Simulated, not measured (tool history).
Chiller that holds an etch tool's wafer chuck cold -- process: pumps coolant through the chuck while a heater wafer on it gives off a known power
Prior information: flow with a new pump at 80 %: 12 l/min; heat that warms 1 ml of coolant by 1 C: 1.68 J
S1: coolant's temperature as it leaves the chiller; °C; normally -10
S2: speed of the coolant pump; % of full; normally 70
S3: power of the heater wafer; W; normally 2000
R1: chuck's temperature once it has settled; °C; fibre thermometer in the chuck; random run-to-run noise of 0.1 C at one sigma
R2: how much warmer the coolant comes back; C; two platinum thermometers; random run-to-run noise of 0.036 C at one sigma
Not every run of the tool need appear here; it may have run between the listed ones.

run 1 day=0.000 | S1=-10 S2=70 S3=2000 | R1=7.4 R2=6.90
run 2 day=1.942 | S1=-10 S2=70 S3=2000 | R1=7.4 R2=6.86
run 3 day=4.383 | S1=-10 S2=70 S3=2000 | R1=7.4 R2=6.90
run 4 day=6.762 | S1=-10 S2=70 S3=2000 | R1=7.3 R2=6.96
run 5 day=9.812 | S1=-10 S2=70 S3=2000 | R1=7.5 R2=6.90
run 6 day=12.225 | S1=-15 S2=70 S3=2000 | R1=2.6 R2=6.91
run 7 day=13.562 | S1=-15 S2=70 S3=2000 | R1=2.6 R2=6.88
run 8 day=15.817 | S1=-15 S2=70 S3=2000 | R1=2.5 R2=6.93
run 9 day=18.904 | S1=-15 S2=70 S3=2000 | R1=2.5 R2=6.98
run 10 day=21.725 | S1=-15 S2=70 S3=2000 | R1=2.7 R2=6.91
-- day=23.158 chiller's thermometer calibrated
run 11 day=23.475 | S1=-15 S2=70 S3=2000 | R1=2.6 R2=6.97
run 12 day=25.183 | S1=-10 S2=70 S3=2765 | R1=14.2 R2=9.56
run 13 day=27.467 | S1=-10 S2=70 S3=2765 | R1=14.2 R2=9.46
run 14 day=30.492 | S1=-10 S2=70 S3=2765 | R1=14.2 R2=9.59
run 15 day=31.779 | S1=-10 S2=70 S3=1960 | R1=7.3 R2=6.83
run 16 day=33.842 | S1=-10 S2=70 S3=2000 | R1=7.6 R2=6.96
run 17 day=36.517 | S1=-10 S2=70 S3=2000 | R1=7.7 R2=6.97
run 18 day=38.229 | S1=-10 S2=70 S3=2000 | R1=7.5 R2=6.98
run 19 day=40.142 | S1=-17 S2=69 S3=2031 | R1=1.1 R2=7.16
run 20 day=41.688 | S1=-17 S2=69 S3=2031 | R1=1.4 R2=7.17
run 21 day=43.008 | S1=-6 S2=63 S3=2031 | R1=13.6 R2=7.93
run 22 day=45.000 | S1=-9 S2=64 S3=1162 | R1=2.3 R2=4.49
run 23 day=47.808 | S1=-10 S2=74 S3=2000 | R1=6.8 R2=6.57
run 24 day=49.358 | S1=-10 S2=64 S3=2000 | R1=9.4 R2=7.66
run 25 day=51.733 | S1=-17 S2=70 S3=2000 | R1=0.6 R2=6.99
run 26 day=53.088 | S1=-2 S2=67 S3=2769 | R1=23.6 R2=10.15
run 27 day=54.467 | S1=-2 S2=67 S3=2769 | R1=23.6 R2=10.13
run 28 day=56.971 | S1=-2 S2=67 S3=1057 | R1=7.9 R2=3.79
run 29 day=58.942 | S1=-16 S2=92 S3=1197 | R1=-7.7 R2=3.09
run 30 day=60.471 | S1=-11 S2=79 S3=2447 | R1=8.6 R2=7.46
run 31 day=61.929 | S1=-15 S2=69 S3=2203 | R1=4.9 R2=7.85

Results for each run, recomputed without the tool's hidden state and with each run's random variation untouched:
What the log doesn't record here: heat passed by the chuck's channels, % of clean ones'; flow at a given pump speed, % of a new pump's; coolant's true temperature over the reading, C; drift of the gauge itself on chuck_c, C; drift of the gauge itself on warmer_back_c, C.
run=1 R1=6.7 R2=6.87
run=2 R1=6.7 R2=6.83
run=3 R1=6.6 R2=6.87
run=4 R1=6.6 R2=6.92
run=5 R1=6.7 R2=6.86
run=6 R1=1.8 R2=6.87
run=7 R1=1.8 R2=6.83
run=8 R1=1.6 R2=6.88
run=9 R1=1.6 R2=6.93
run=10 R1=1.8 R2=6.85
run=11 R1=1.9 R2=6.91
run=12 R1=13.2 R2=9.47
run=13 R1=13.2 R2=9.37
run=14 R1=13.1 R2=9.48
run=15 R1=6.5 R2=6.76
run=16 R1=6.8 R2=6.89
run=17 R1=6.8 R2=6.89
run=18 R1=6.7 R2=6.89
run=19 R1=0.2 R2=7.07
run=20 R1=0.4 R2=7.08
run=21 R1=12.6 R2=7.83
run=22 R1=1.7 R2=4.43
run=23 R1=5.9 R2=6.47
run=24 R1=8.3 R2=7.55
run=25 R1=-0.4 R2=6.89
run=26 R1=22.1 R2=9.99
run=27 R1=22.1 R2=9.97
run=28 R1=7.2 R2=3.73
run=29 R1=-8.3 R2=3.04
run=30 R1=7.3 R2=7.34
run=31 R1=3.7 R2=7.71

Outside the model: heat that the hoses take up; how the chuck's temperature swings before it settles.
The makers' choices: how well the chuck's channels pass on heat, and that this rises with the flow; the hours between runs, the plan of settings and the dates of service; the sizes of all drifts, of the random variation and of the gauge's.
